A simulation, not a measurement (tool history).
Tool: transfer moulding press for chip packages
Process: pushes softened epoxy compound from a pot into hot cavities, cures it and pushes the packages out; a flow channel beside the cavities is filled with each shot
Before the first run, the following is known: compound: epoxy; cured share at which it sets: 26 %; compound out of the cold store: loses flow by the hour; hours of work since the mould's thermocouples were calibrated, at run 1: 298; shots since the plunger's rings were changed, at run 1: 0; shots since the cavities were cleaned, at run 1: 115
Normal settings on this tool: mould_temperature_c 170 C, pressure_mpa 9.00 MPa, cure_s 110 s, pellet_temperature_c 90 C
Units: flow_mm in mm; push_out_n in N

| run | hour | mould_temperature_c | pressure_mpa | cure_s | pellet_temperature_c | hours of work since the mould's thermocouples were calibrated | shots since the plunger's rings were changed | shots since the cavities were cleaned | incoming compound's hours out of the cold store | flow_mm | push_out_n |
|---|---|---|---|---|---|---|---|---|---|---|---|
| 1 | 0.0 | 170 | 9.00 | 110 | 90 | 298 | 0 | 115 | 46.2 | 685 | 620 |
| 2 | 19.9 | 165 | 9.00 | 110 | 90 | 314 | 247 | 362 | 40.1 | 735 | 887 |
| 3 | 29.3 | 165 | 9.00 | 110 | 90 | 321 | 364 | 479 | 38.2 | 742 | 908 |
| 4 | 44.9 | 165 | 9.00 | 110 | 90 | 333 | 558 | 673 | 13.7 | 860 | 1066 |
| 5 | 62.7 | 165 | 9.00 | 110 | 90 | 347 | 779 | 894 | 44.8 | 710 | 942 |
|  | 71.5 | cavities cleaned with cleaning compound and waxed |
| 6 | 77.8 | 174 | 9.00 | 110 | 90 | 357 | 948 | 78 | 22.9 | 787 | 522 |
| 7 | 97.4 | 174 | 9.00 | 110 | 90 | 373 | 1192 | 322 | 24.8 | 783 | 569 |
| 8 | 109.4 | 170 | 9.00 | 110 | 90 | 382 | 1340 | 470 | 44.2 | 667 | 685 |
|  | 112.3 | mould's thermocouples calibrated |
| 9 | 122.3 | 170 | 9.00 | 110 | 90 | 8 | 1476 | 606 | 29.9 | 757 | 715 |
| 10 | 142.9 | 170 | 9.00 | 110 | 90 | 24 | 1731 | 861 | 38.9 | 708 | 741 |
|  | 154.4 | cavities cleaned with cleaning compound and waxed |
| 11 | 156.9 | 170 | 9.00 | 103 | 90 | 33 | 1887 | 31 | 16.9 | 823 | 671 |
| 12 | 166.6 | 170 | 9.00 | 103 | 90 | 41 | 2007 | 151 | 8.8 | 850 | 713 |
| 13 | 178.2 | 170 | 9.00 | 110 | 90 | 50 | 2151 | 295 | 24.1 | 773 | 659 |
| 14 | 198.1 | 170 | 9.00 | 110 | 90 | 65 | 2398 | 542 | 13.5 | 824 | 683 |
| 15 | 213.5 | 170 | 9.00 | 110 | 90 | 77 | 2590 | 734 | 9.5 | 842 | 759 |
|  | 218.5 | mould's thermocouples calibrated, once more |
|  | 236.9 | cavities cleaned with cleaning compound and waxed |
| 16 | 236.9 | 168 | 7.96 | 123 | 100 | 13 | 2837 | 0 | 45.0 | 629 | 543 |
| 17 | 252.5 | 176 | 8.29 | 110 | 90 | 25 | 3031 | 194 | 24.2 | 712 | 512 |
| 18 | 264.4 | 164 | 9.00 | 141 | 99 | 34 | 3179 | 342 | 44.9 | 681 | 625 |
| 19 | 276.1 | 170 | 7.61 | 120 | 82 | 43 | 3323 | 486 | 12.5 | 760 | 629 |
| 20 | 289.8 | 170 | 7.61 | 120 | 82 | 54 | 3494 | 657 | 11.9 | 760 | 669 |
| 21 | 304.6 | 170 | 7.61 | 120 | 82 | 66 | 3677 | 840 | 27.3 | 671 | 660 |
|  | 317.1 | cavities cleaned with cleaning compound and waxed |
| 22 | 319.8 | 170 | 10.45 | 120 | 90 | 76 | 3848 | 33 | 9.5 | 880 | 547 |
| 23 | 333.0 | 170 | 10.45 | 120 | 90 | 86 | 4012 | 197 | 43.0 | 718 | 561 |
| 24 | 348.1 | 170 | 8.89 | 96 | 90 | 98 | 4199 | 384 | 40.7 | 666 | 810 |
| 25 | 365.2 | 166 | 9.00 | 121 | 97 | 111 | 4412 | 597 | 23.4 | 768 | 770 |
|  | 381.7 | plunger's sealing rings changed |
| 26 | 385.1 | 166 | 9.00 | 121 | 97 | 125 | 43 | 813 | 14.1 | 870 | 825 |
|  | 399.7 | cavities cleaned with cleaning compound and waxed |
| 27 | 399.7 | 166 | 9.00 | 121 | 97 | 135 | 206 | 0 | 20.7 | 833 | 606 |
| 28 | 414.6 | 166 | 9.00 | 121 | 97 | 146 | 391 | 185 | 44.1 | 712 | 611 |

Each row is a separate what-if for the run after 28, all from the same tool condition, not one after another. Results?
| A | 430.0 | 176 | 10.15 | 110 | 94 | 158 | 582 | 376 | 33.8 | ? | ? |
| B | 430.0 | 177 | 9.00 | 121 | 97 | 158 | 582 | 376 | 46.8 | ? | ? |
| C | 430.0 | 167 | 9.00 | 92 | 87 | 158 | 582 | 376 | 46.7 | ? | ? |

| run | flow_mm | push_out_n |
|---|---|---|
| A | 770 | 564 |
| B | 672 | 532 |
| C | 692 | 1025 |
Stripped of hidden state, with their random variation kept, the same runs would have yielded:
| run | flow_mm | push_out_n |
|---|---|---|
| A | 780 | 473 |
| B | 680 | 443 |
| C | 702 | 877 |

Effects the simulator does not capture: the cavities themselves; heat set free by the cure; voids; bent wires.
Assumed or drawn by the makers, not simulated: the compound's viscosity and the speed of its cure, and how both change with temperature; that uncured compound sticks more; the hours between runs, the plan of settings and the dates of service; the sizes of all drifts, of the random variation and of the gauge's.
